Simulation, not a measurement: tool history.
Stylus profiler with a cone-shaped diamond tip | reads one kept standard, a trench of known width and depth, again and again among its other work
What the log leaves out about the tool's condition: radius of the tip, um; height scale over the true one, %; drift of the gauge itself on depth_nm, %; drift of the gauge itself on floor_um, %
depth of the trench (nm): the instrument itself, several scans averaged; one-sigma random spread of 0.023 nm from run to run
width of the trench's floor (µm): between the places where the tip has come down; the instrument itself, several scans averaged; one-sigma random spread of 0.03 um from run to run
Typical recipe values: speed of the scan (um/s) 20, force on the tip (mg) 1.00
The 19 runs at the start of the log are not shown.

run,hour,speed of the scan (um/s),force on the tip (mg),scans with this tip,hours of work since the height scale was calibrated,depth of the trench (nm),width of the trench's floor (µm)
20,1739.4,17,0.37,9048,652,100.16,18.15
21,1862.3,17,0.37,9974,727,100.18,18.15
22,1928.2,6,0.81,10471,768,100.38,18.29
23,1983.1,13,2.11,10886,801,100.86,18.24
24,2037.8,20,0.49,11298,834,100.26,18.03
25,2091.9,13,0.96,11706,867,100.40,18.21
26,2160.9,13,0.96,12227,909,100.42,18.15
27,2251.6,13,1.44,12911,965,100.63,18.19
28,2379.1,13,1.44,13873,1042,100.56,18.14
29,2477.3,54,0.45,14614,1102,100.13,17.50
30,2567.4,54,0.45,15293,1157,100.11,17.41
31,2683.4,31,1.65,16168,1228,100.65,17.99
32,2757.2,56,0.98,16725,1273,100.34,17.63
33,2849.4,23,2.55,17420,1329,100.89,18.10

Branching from run 33: 3 alternative next runs. What would each branch give?
# hour 2918.0: height scale calibrated on a step standard
A,2924.3,31,2.53,17982,4,?,?
# hour 2918.0: height scale calibrated on a step standard
B,2924.3,13,0.77,17982,4,?,?
# hour 2918.0: height scale calibrated on a step standard
C,2924.3,23,1.07,17982,4,?,?

run,depth of the trench (nm),width of the trench's floor (µm)
A,101.16,17.98
B,100.53,18.02
C,100.67,17.91
Stripped of hidden state, with their random variation kept, the same runs would have yielded:
run,depth of the trench (nm),width of the trench's floor (µm)
A,101.14,18.58
B,100.51,18.62
C,100.65,18.52
